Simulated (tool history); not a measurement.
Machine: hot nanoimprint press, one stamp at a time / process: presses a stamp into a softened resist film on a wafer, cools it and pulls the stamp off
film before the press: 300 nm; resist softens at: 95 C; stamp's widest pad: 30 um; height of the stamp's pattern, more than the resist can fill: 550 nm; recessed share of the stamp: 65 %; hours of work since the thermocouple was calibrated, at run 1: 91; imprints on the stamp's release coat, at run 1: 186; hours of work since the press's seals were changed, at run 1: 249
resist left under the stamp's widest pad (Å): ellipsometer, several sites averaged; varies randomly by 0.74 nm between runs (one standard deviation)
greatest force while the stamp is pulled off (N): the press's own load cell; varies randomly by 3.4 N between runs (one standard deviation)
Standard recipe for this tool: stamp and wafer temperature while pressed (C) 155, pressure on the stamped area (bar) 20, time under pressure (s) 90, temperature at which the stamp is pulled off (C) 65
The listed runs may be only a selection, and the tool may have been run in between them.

run,hour,stamp and wafer temperature while pressed (C),pressure on the stamped area (bar),time under pressure (s),temperature at which the stamp is pulled off (C),hours of work since the thermocouple was calibrated,imprints on the stamp's release coat,hours of work since the press's seals were changed,resist left under the stamp's widest pad (Å),greatest force while the stamp is pulled off (N)
1,0,155,20,90,65,91,186,249,1476,171
2,43.3,155,20,90,65,112,287,269,1463,163
3,87.1,155,15.6,90,65,132,389,290,1655,168
4,118.5,155,20,90,65,147,463,304,1475,170
5,137.4,155,20,90,65,156,507,313,1472,175
6,174.3,155,20,90,65,173,593,330,1459,159
7,202.8,155,20,90,65,186,660,344,1459,169
8,227.8,146,20,90,65,198,718,355,2116,165
9,248.7,146,20,90,65,208,767,365,2107,165
10,270.1,146,20,90,65,218,817,375,2123,168
11,292.3,146,20,90,65,228,869,386,2108,169
12,336.2,145,20,90,65,248,972,406,2179,170
# hour 361.6: stamp cleaned and given a new release coat
13,374.6,145,20,90,65,264,31,421,2170,166
14,399.2,145,20,90,65,275,88,433,2166,162
15,445.9,155,20,90,51,297,197,454,1468,207
16,473.8,165,15.2,90,51,310,262,468,1087,210
17,516.1,164,14,90,56,330,361,487,1187,198
18,536.7,155,14.4,71,65,339,409,497,1798,174
19,577.5,155,14.4,71,65,358,505,516,1817,158
20,619.9,155,14.4,71,65,378,604,536,1813,166
21,659,155,14.4,71,65,396,695,554,1802,171
22,693,150,12.4,105,54,412,775,570,2060,200
23,735.1,144,12.4,105,55,432,873,590,2428,197
24,765.8,155,16.1,117,65,446,945,604,1470,169
# hour 776.1: press's hydraulic seals changed and the load cell set to zero
# hour 797.2: plate thermocouple calibrated
# hour 812.5: stamp cleaned and given a new release coat
25,812.5,155,21,158,65,4,0,13,1160,168
26,836.1,155,21,158,65,15,55,24,1136,156
27,862.3,151,20,90,72,28,116,36,1722,145
28,896.3,155,31.2,122,65,43,196,52,1023,169
29,921,155,31.2,122,62,55,254,63,1012,174
30,959.7,160,31.2,81,51,73,344,82,946,199

For some of the steps in resist left under the stamp's widest pad (Å) from one run to the next: how much would appear even if the tool had no hidden state, given the settings, what came in and random variation, and how much remains for the hidden state plus any gauge scatter that the measured result and the result without hidden state don't share?
The tool's hidden condition here consists of: true temperature over the reading, C; pressure that arrives at the usual setting, %; grip of the stamp's worn release coat, % over a new coat's; drift of the gauge itself on residual_nm, %; drift of the gauge itself on pull_off_n, %.
Run 14 -> 15: stamp and wafer temperature while pressed (C) 145 -> 155, temperature at which the stamp is pulled off (C) 65 -> 51. resist left under the stamp's widest pad (Å) -698: hidden state +5, all else -703.
Run 23 -> 24: stamp and wafer temperature while pressed (C) 144 -> 155, pressure on the stamped area (bar) 12.4 -> 16.1, time under pressure (s) 105 -> 117, temperature at which the stamp is pulled off (C) 55 -> 65. resist left under the stamp's widest pad (Å) -958: hidden state +17, all else -975.
Run 26 -> 27: stamp and wafer temperature while pressed (C) 155 -> 151, pressure on the stamped area (bar) 21 -> 20, time under pressure (s) 158 -> 90, temperature at which the stamp is pulled off (C) 65 -> 72. resist left under the stamp's widest pad (Å) +586: hidden state -14, all else +600.
Run 27 -> 28: stamp and wafer temperature while pressed (C) 151 -> 155, pressure on the stamped area (bar) 20 -> 31.2, time under pressure (s) 90 -> 122, temperature at which the stamp is pulled off (C) 72 -> 65. resist left under the stamp's widest pad (Å) -699: hidden state +15, all else -714.
